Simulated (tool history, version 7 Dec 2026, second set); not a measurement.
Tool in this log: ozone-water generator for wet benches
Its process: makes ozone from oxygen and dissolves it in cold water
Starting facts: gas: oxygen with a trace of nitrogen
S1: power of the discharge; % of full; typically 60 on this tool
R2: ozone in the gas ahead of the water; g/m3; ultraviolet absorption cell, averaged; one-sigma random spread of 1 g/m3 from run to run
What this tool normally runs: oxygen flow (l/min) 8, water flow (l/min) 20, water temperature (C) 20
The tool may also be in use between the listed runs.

{"run": 1, "day": 0.0, "S1": 60, "oxygen flow (l/min)": 8, "water flow (l/min)": 20, "water temperature (C)": 20, "dissolved ozone (ppm)": 17.1, "R2": 183.4}
{"run": 2, "day": 2.667, "S1": 60, "oxygen flow (l/min)": 8, "water flow (l/min)": 20, "water temperature (C)": 25, "dissolved ozone (ppm)": 15.9, "R2": 184.3}
{"run": 3, "day": 4.667, "S1": 60, "oxygen flow (l/min)": 8, "water flow (l/min)": 20, "water temperature (C)": 25, "dissolved ozone (ppm)": 15.7, "R2": 182.6}
{"run": 4, "day": 6.608, "S1": 60, "oxygen flow (l/min)": 8, "water flow (l/min)": 20, "water temperature (C)": 25, "dissolved ozone (ppm)": 15.8, "R2": 183.6}
{"run": 5, "day": 8.458, "S1": 60, "oxygen flow (l/min)": 8, "water flow (l/min)": 20, "water temperature (C)": 25, "dissolved ozone (ppm)": 15.5, "R2": 182.4}
{"run": 6, "day": 10.529, "S1": 60, "oxygen flow (l/min)": 8, "water flow (l/min)": 20, "water temperature (C)": 25, "dissolved ozone (ppm)": 15.5, "R2": 183.3}
{"run": 7, "day": 11.808, "S1": 60, "oxygen flow (l/min)": 8, "water flow (l/min)": 20, "water temperature (C)": 20, "dissolved ozone (ppm)": 16.9, "R2": 181.1}
{"run": 8, "day": 14.629, "S1": 60, "oxygen flow (l/min)": 8, "water flow (l/min)": 20, "water temperature (C)": 20, "dissolved ozone (ppm)": 16.9, "R2": 181.6}
{"run": 9, "day": 15.933, "S1": 60, "oxygen flow (l/min)": 8, "water flow (l/min)": 24, "water temperature (C)": 20, "dissolved ozone (ppm)": 14.8, "R2": 181.5}
{"run": 10, "day": 18.162, "S1": 60, "oxygen flow (l/min)": 9.87, "water flow (l/min)": 20, "water temperature (C)": 20, "dissolved ozone (ppm)": 16.8, "R2": 163.7}
{"run": 11, "day": 20.283, "S1": 60, "oxygen flow (l/min)": 4.62, "water flow (l/min)": 26, "water temperature (C)": 13, "dissolved ozone (ppm)": 14.2, "R2": 231.3}
{"day": 20.454, "done": "water thermometer calibrated"}
{"run": 12, "day": 21.588, "S1": 44, "oxygen flow (l/min)": 8, "water flow (l/min)": 18, "water temperature (C)": 20, "dissolved ozone (ppm)": 14.7, "R2": 146.8}
{"run": 13, "day": 24.517, "S1": 60, "oxygen flow (l/min)": 11.22, "water flow (l/min)": 21, "water temperature (C)": 12, "dissolved ozone (ppm)": 18.4, "R2": 153.2}

Estimate the outcome of run 14 from the log above:
{"run": 14, "day": 26.975, "S1": 84, "oxygen flow (l/min)": 6.1, "water flow (l/min)": 15, "water temperature (C)": 20, "dissolved ozone (ppm)": "?", "R2": "?"}

Run 14 yielded dissolved ozone (ppm) 25.7, R2 250.4 g/m3.
Without the tool's hidden state the same run would have given dissolved ozone (ppm) 29.6, R2 259.3 g/m3.
